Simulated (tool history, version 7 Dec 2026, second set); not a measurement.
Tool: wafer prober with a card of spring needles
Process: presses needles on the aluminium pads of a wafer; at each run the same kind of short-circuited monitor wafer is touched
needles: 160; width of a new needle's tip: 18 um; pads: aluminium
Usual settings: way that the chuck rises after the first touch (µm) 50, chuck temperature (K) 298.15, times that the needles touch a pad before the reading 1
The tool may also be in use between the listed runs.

run	hour	way that the chuck rises after the first touch (µm)	chuck temperature (K)	times that the needles touch a pad before the reading	resistance of one needle with its contact and lead (mohm)	way that a needle slides on the pad (µm)
1	0.0	50	298.15	1	143	11.16
# hour 5.8: tips cleaned on abrasive film
# hour 15.4: tips cleaned on abrasive film
# hour 23.1: tips cleaned on abrasive film
# hour 32.8: tips cleaned on abrasive film
# hour 42.4: tips cleaned on abrasive film
# hour 51.5: tips cleaned on abrasive film
2	51.5	50	298.15	1	142	11.09
# hour 61.1: tips cleaned on abrasive film
# hour 70.7: tips cleaned on abrasive film
# hour 80.4: tips cleaned on abrasive film
# hour 84.5: height of the first contact set anew
# hour 88.4: tips cleaned on abrasive film
# hour 98.0: tips cleaned on abrasive film
# hour 107.6: tips cleaned on abrasive film
3	109.8	50	298.15	1	145	11.12
# hour 115.6: tips cleaned on abrasive film
# hour 125.2: tips cleaned on abrasive film
# hour 134.8: tips cleaned on abrasive film
# hour 142.5: tips cleaned on abrasive film
# hour 152.1: tips cleaned on abrasive film
# hour 161.7: tips cleaned on abrasive film
4	167.2	50	298.15	1	145	11.13
# hour 171.1: tips cleaned on abrasive film
# hour 180.7: tips cleaned on abrasive film
# hour 190.4: tips cleaned on abrasive film
# hour 198.1: tips cleaned on abrasive film
# hour 207.7: tips cleaned on abrasive film
# hour 215.4: tips cleaned on abrasive film
5	216.2	52	298.15	1	142	11.63
# hour 223.9: tips cleaned on abrasive film
# hour 233.6: tips cleaned on abrasive film
# hour 243.2: tips cleaned on abrasive film
# hour 252.8: tips cleaned on abrasive film
6	254.4	52	298.15	1	143	11.67
# hour 262.1: tips cleaned on abrasive film
# hour 271.7: tips cleaned on abrasive film
# hour 281.3: tips cleaned on abrasive film
# hour 285.4: height of the first contact set anew
# hour 290.0: tips cleaned on abrasive film
7	290.0	52	298.15	1	145	11.66
# hour 299.7: tips cleaned on abrasive film
# hour 307.4: tips cleaned on abrasive film
# hour 317.0: tips cleaned on abrasive film
# hour 326.6: tips cleaned on abrasive film
# hour 336.2: tips cleaned on abrasive film
# hour 343.9: tips cleaned on abrasive film
8	350.6	50	298.15	1	142	11.19
# hour 352.6: tips cleaned on abrasive film
# hour 360.3: tips cleaned on abrasive film
# hour 369.9: tips cleaned on abrasive film
# hour 379.5: tips cleaned on abrasive film
9	381.3	50	298.15	1	143	11.20
# hour 389.0: tips cleaned on abrasive film
# hour 398.6: tips cleaned on abrasive film
# hour 408.2: tips cleaned on abrasive film
# hour 417.8: tips cleaned on abrasive film
10	418.5	50	298.15	1	142	11.23
# hour 426.2: tips cleaned on abrasive film
# hour 435.8: tips cleaned on abrasive film
# hour 445.4: tips cleaned on abrasive film
# hour 453.3: tips cleaned on abrasive film
11	453.3	50	298.15	1	145	11.23
# hour 461.0: tips cleaned on abrasive film
# hour 470.6: tips cleaned on abrasive film
# hour 480.2: tips cleaned on abrasive film
12	484.3	50	298.15	1	142	11.21
# hour 486.5: height of the first contact set anew
# hour 488.5: tips cleaned on abrasive film
# hour 498.1: tips cleaned on abrasive film
# hour 507.7: tips cleaned on abrasive film
# hour 515.4: tips cleaned on abrasive film
13	518.0	50	318.15	2	146	11.25
# hour 523.8: tips cleaned on abrasive film
# hour 533.4: tips cleaned on abrasive film
# hour 541.1: tips cleaned on abrasive film
# hour 550.7: tips cleaned on abrasive film
# hour 558.4: tips cleaned on abrasive film
14	564.5	40	334.15	2	152	9.06
# hour 566.6: tips cleaned on abrasive film
# hour 576.2: tips cleaned on abrasive film
# hour 585.8: tips cleaned on abrasive film
# hour 595.4: tips cleaned on abrasive film
15	602.7	40	334.15	2	151	9.03
# hour 604.7: tips cleaned on abrasive film
# hour 614.3: tips cleaned on abrasive film
# hour 624.0: tips cleaned on abrasive film
# hour 633.6: tips cleaned on abrasive film
# hour 643.2: tips cleaned on abrasive film
16	646.5	40	334.15	2	150	8.99
# hour 652.3: tips cleaned on abrasive film
# hour 660.0: tips cleaned on abrasive film
# hour 669.6: tips cleaned on abrasive film
# hour 677.4: tips cleaned on abrasive film
# hour 687.0: tips cleaned on abrasive film
# hour 689.2: height of the first contact set anew
# hour 696.9: tips cleaned on abrasive film
# hour 704.6: tips cleaned on abrasive film
17	710.3	40	334.15	2	152	9.07
# hour 714.2: tips cleaned on abrasive film
# hour 723.8: tips cleaned on abrasive film
# hour 733.5: tips cleaned on abrasive film
# hour 743.1: tips cleaned on abrasive film
# hour 750.8: tips cleaned on abrasive film
# hour 760.4: tips cleaned on abrasive film
18	762.6	42	313.15	3	148	9.52
# hour 768.4: tips cleaned on abrasive film
# hour 778.0: tips cleaned on abrasive film
# hour 785.7: tips cleaned on abrasive film
# hour 794.8: tips cleaned on abrasive film
19	794.8	33	329.15	1	151	7.46
# hour 804.4: tips cleaned on abrasive film
# hour 812.0: gauge calibrated
# hour 814.0: tips cleaned on abrasive film
# hour 823.6: tips cleaned on abrasive film
# hour 831.4: tips cleaned on abrasive film
# hour 841.0: tips cleaned on abrasive film
# hour 850.6: tips cleaned on abrasive film
20	854.7	55	298.15	1	144	12.16
# hour 858.6: tips cleaned on abrasive film
# hour 868.2: tips cleaned on abrasive film
# hour 877.8: tips cleaned on abrasive film
# hour 887.4: tips cleaned on abrasive film
# hour 891.6: height of the first contact set anew
21	892.7	55	298.15	1	143	12.20

Run 22 comes next. What will it give?
# hour 896.7: tips cleaned on abrasive film
# hour 904.4: tips cleaned on abrasive film
# hour 914.0: tips cleaned on abrasive film
22	921.1	43	298.15	2	?	?

resistance of one needle with its contact and lead (mohm): 144
way that a needle slides on the pad (µm): 9.58
Without the tool's hidden state the same run would have given resistance of one needle with its contact and lead (mohm) 144, way that a needle slides on the pad (µm) 9.55.
